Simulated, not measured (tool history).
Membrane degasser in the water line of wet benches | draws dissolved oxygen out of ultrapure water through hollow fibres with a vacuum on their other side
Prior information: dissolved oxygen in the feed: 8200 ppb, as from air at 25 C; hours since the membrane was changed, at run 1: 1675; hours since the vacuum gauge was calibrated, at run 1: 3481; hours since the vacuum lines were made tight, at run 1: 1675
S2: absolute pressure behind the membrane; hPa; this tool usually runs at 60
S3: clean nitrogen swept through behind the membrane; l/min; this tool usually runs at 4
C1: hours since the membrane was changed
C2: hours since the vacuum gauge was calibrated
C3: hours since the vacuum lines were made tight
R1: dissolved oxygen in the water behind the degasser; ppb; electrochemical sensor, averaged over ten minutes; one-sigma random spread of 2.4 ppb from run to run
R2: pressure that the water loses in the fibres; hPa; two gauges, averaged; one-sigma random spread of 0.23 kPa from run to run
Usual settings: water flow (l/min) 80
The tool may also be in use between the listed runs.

Run 1, day 0: usual settings; C1 1675; C2 3481; C3 1675. Result: R1 247.9 ppb, R2 603.8 hPa.
Run 2, day 3.521: usual settings; C1 1759; C2 3566; C3 1759. Result: R1 253 ppb, R2 604.2 hPa.
Run 3, day 7.862: usual settings but S3 5.88 l/min; C1 1864; C2 3670; C3 1864. Result: R1 217.8 ppb, R2 604.7 hPa.
Run 4, day 13.417: usual settings; C1 1997; C2 3803; C3 1997. Result: R1 249.5 ppb, R2 608 hPa.
Run 5, day 16.521: usual settings; C1 2071; C2 3878; C3 2071. Result: R1 259.4 ppb, R2 607.1 hPa.
At day 21.85: vacuum gauge calibrated.
Run 6, day 21.85: usual settings; C1 2199; C2 0; C3 2199. Result: R1 250.6 ppb, R2 607.3 hPa.

Run 7 comes next. What will it give?
Run 7, day 25.85: usual settings; C1 2295; C2 96; C3 2295. Result: R1 ?, R2 ?.

{"run 7": {"R1": 251.5, "R2": 603.6}}
With the hidden condition absent and the run-to-run variation left alone, this run would have shown R1 244.3 ppb, R2 597.3 hPa.
